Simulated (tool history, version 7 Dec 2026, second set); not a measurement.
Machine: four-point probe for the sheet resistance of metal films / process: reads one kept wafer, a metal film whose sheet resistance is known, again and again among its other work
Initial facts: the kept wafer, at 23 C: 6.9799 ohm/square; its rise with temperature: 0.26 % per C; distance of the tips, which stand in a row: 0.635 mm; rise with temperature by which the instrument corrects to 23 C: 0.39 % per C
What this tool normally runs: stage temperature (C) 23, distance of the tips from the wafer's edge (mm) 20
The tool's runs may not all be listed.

run	day	stage temperature (C)	distance of the tips from the wafer's edge (mm)	sheet resistance as the instrument gives it (ohm/square)
1	0.000	23	20	6.984482
2	1.879	23	20	6.980178
3	2.967	28	20	6.939673
4	5.346	23	20	6.982595
5	7.112	23	9	6.996279
6	8.150	23	9	6.999143
7	9.500	23	20	6.984893
8	10.675	23	20	6.980727
9	12.775	23	20	6.982420
10	14.788	23	20	6.984053
11	16.179	23	20	6.986400
12	18.575	20	16	7.014950
13	20.296	20	16	7.014741
14	21.512	26	36	6.953599
15	23.412	20	12	7.016305
16	25.250	26	7	6.983721
17	26.688	32	41	6.904323
18	28.108	22	67	6.990086
19	29.883	23	7	7.013178
20	30.875	20	20	7.010077
21	32.992	22	20	6.993429

Alternative continuations, all from the tool just after run 21; predict every row:
A	34.662	25	5	?
B	34.662	23	20	?
C	34.662	34	15	?

run	sheet resistance as the instrument gives it (ohm/square)
A	7.021838
B	6.983256
C	6.891566
Had the tool no hidden state, the same runs would have come out as:
run	sheet resistance as the instrument gives it (ohm/square)
A	7.022004
B	6.983421
C	6.891730
